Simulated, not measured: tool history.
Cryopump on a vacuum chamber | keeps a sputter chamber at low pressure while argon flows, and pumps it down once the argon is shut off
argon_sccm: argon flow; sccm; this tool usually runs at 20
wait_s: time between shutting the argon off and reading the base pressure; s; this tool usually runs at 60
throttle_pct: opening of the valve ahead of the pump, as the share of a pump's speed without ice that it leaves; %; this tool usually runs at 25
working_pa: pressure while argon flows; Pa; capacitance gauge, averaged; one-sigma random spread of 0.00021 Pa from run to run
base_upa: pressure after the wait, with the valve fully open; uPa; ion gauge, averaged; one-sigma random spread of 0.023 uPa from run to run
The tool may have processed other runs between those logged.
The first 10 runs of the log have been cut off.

run   hour  argon_sccm  wait_s  throttle_pct  hours of work since the pump was warmed up and emptied  hours of work since the cold head was overhauled  hours of work since the chamber's fittings were tightened  working_pa  base_upa
 11  230.1          20      60            16                                                     187                                               187                                                       1478      0.0851      1.19
 12  255.1          20      60            18                                                     207                                               207                                                       1498      0.0757      1.22
 13  278.2          20      60            25                                                     225                                               225                                                       1517      0.0547      1.23
 14  300.8          20      60            25                                                     243                                               243                                                       1535      0.0545      1.17
 15  325.7           9      60            25                                                     263                                               263                                                       1555      0.0242       1.2
 16  347.7           9      60            25                                                     281                                               281                                                       1572      0.0245      1.26
 17  381.3           9      60            25                                                     308                                               308                                                       1599      0.0249      1.21
 18  403.3           9      60            25                                                     325                                               325                                                       1617      0.0247      1.24
 19  422.9           9      60            25                                                     341                                               341                                                       1632      0.0249      1.21
 20  447.9          20      84            51                                                     361                                               361                                                       1652      0.0273      1.07
 21    462          15      34            22                                                     372                                               372                                                       1664      0.0471      1.69
 22  485.7          29      28            22                                                     391                                               391                                                       1683      0.0905         2
 23  508.2          29      28            22                                                     409                                               409                                                       1701      0.0906      2.06
 24  528.9          29      28            22                                                     426                                               426                                                       1717      0.0907      2.03
 25  556.7          25     290            22                                                     448                                               448                                                       1739      0.0781      0.75
 26  577.3          25     290            22                                                     464                                               464                                                       1756      0.0786      0.76
 27  597.8          20      60            33                                                     481                                               481                                                       1772      0.0419      1.29
 28  614.6          20      60            33                                                     494                                               494                                                       1786      0.0417      1.24
 29  629.7          20      60            44                                                     506                                               506                                                       1798      0.0319      1.29
 30  660.2          13     113            25                                                     531                                               531                                                       1822      0.0355         1
 31    687          33     196            25                                                     552                                               552                                                       1843      0.0912      0.87
 32  716.8          13      66            44                                                     576                                               576                                                       1867      0.0206      1.28
 33  732.9          11      22            49                                                     589                                               589                                                       1880      0.0158      2.48

Below are 3 alternative next runs, each starting from the tool's condition after run 33. Predict each:
  A  752.7          12      22            49                                                     605                                               605                                                       1896           ?         ?
  B  752.7          11      57            49                                                     605                                               605                                                       1896           ?         ?
  C  752.7          20      35            25                                                     605                                               605                                                       1896           ?         ?

run  working_pa  base_upa
  A      0.0175      2.44
  B      0.0162       1.4
  C      0.0555       1.8
Take away the tool's hidden state, keep each run's random variation, and the runs would have read:
run  working_pa  base_upa
  A      0.0168      1.87
  B      0.0155      0.83
  C      0.0542      1.24
